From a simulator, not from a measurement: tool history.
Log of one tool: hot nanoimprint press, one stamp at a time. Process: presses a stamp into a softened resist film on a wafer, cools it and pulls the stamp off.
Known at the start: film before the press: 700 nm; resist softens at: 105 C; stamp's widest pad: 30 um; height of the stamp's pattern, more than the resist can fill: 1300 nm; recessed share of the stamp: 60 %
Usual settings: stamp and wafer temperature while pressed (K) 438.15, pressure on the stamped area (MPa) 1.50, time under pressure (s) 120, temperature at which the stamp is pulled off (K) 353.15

| run | hour | stamp and wafer temperature while pressed (K) | pressure on the stamped area (MPa) | time under pressure (s) | temperature at which the stamp is pulled off (K) | resist left under the stamp's widest pad (angstrom) | greatest force while the stamp is pulled off (N) |
|---|---|---|---|---|---|---|---|
| 1 | 0.0 | 438.15 | 1.50 | 120 | 353.15 | 3363 | 277 |
|  | 15.5 | press's hydraulic seals changed and the load cell set to zero |
|  | 46.7 | stamp cleaned and given a new release coat |
| 2 | 66.0 | 438.15 | 1.50 | 120 | 353.15 | 3278 | 182 |
| 3 | 129.5 | 438.15 | 1.50 | 120 | 353.15 | 3269 | 188 |
| 4 | 200.0 | 438.15 | 1.50 | 120 | 353.15 | 3248 | 200 |
| 5 | 267.3 | 438.15 | 1.50 | 120 | 353.15 | 3264 | 199 |
| 6 | 342.3 | 440.15 | 1.50 | 120 | 353.15 | 2879 | 207 |
| 7 | 430.7 | 440.15 | 1.50 | 120 | 353.15 | 2872 | 216 |
|  | 440.6 | plate thermocouple calibrated |
| 8 | 507.5 | 438.15 | 1.50 | 120 | 344.15 | 3199 | 264 |
| 9 | 582.6 | 438.15 | 1.53 | 120 | 344.15 | 3172 | 278 |
| 10 | 627.8 | 438.15 | 1.53 | 120 | 344.15 | 3166 | 273 |
| 11 | 720.3 | 438.15 | 1.53 | 120 | 344.15 | 3138 | 286 |
|  | 749.1 | plate thermocouple calibrated, once more |
| 12 | 816.9 | 438.15 | 1.53 | 120 | 344.15 | 3247 | 303 |
| 13 | 889.9 | 438.15 | 1.53 | 120 | 344.15 | 3275 | 311 |
| 14 | 969.2 | 438.15 | 1.53 | 120 | 344.15 | 3270 | 303 |
| 15 | 1026.9 | 438.15 | 1.53 | 120 | 344.15 | 3270 | 317 |
| 16 | 1108.6 | 428.15 | 2.22 | 130 | 353.15 | 4852 | 282 |
| 17 | 1148.4 | 442.15 | 2.22 | 130 | 353.15 | 2113 | 283 |
|  | 1159.4 | stamp cleaned and given a new release coat |
| 18 | 1242.1 | 442.15 | 2.22 | 130 | 353.15 | 2078 | 191 |
| 19 | 1301.6 | 442.15 | 1.44 | 108 | 358.15 | 2715 | 173 |
| 20 | 1382.0 | 438.15 | 1.03 | 120 | 340.15 | 3743 | 259 |
| 21 | 1429.2 | 447.15 | 1.20 | 125 | 354.15 | 2020 | 195 |
| 22 | 1514.6 | 447.15 | 1.20 | 125 | 354.15 | 2022 | 202 |
| 23 | 1569.6 | 447.15 | 1.20 | 125 | 354.15 | 2014 | 205 |
|  | 1664.3 | plate thermocouple calibrated |
| 24 | 1664.5 | 447.15 | 1.20 | 125 | 354.15 | 2089 | 226 |
| 25 | 1730.1 | 447.15 | 1.20 | 125 | 354.15 | 2089 | 228 |
| 26 | 1768.4 | 427.15 | 1.50 | 193 | 353.15 | 5188 | 237 |
| 27 | 1824.2 | 427.15 | 1.50 | 193 | 353.15 | 5166 | 244 |
| 28 | 1904.9 | 438.15 | 1.50 | 73 | 347.15 | 4024 | 280 |
| 29 | 1956.6 | 428.15 | 1.50 | 93 | 357.15 | 5802 | 226 |

4 ways to go on from here, each from the tool as it stands after run 29. What would each give?
| A | 2027.2 | 431.15 | 1.45 | 66 | 353.15 | ? | ? |
| B | 2027.2 | 434.15 | 1.11 | 93 | 357.15 | ? | ? |
| C | 2027.2 | 428.15 | 1.50 | 96 | 357.15 | ? | ? |
| D | 2027.2 | 438.15 | 0.92 | 120 | 353.15 | ? | ? |

| run | resist left under the stamp's widest pad (angstrom) | greatest force while the stamp is pulled off (N) |
|---|---|---|
| A | 5588 | 258 |
| B | 4936 | 244 |
| C | 5706 | 231 |
| D | 3960 | 254 |
Without the tool's hidden state the same runs would have given:
| run | resist left under the stamp's widest pad (angstrom) | greatest force while the stamp is pulled off (N) |
|---|---|---|
| A | 5561 | 182 |
| B | 4921 | 172 |
| C | 5680 | 163 |
| D | 3953 | 178 |

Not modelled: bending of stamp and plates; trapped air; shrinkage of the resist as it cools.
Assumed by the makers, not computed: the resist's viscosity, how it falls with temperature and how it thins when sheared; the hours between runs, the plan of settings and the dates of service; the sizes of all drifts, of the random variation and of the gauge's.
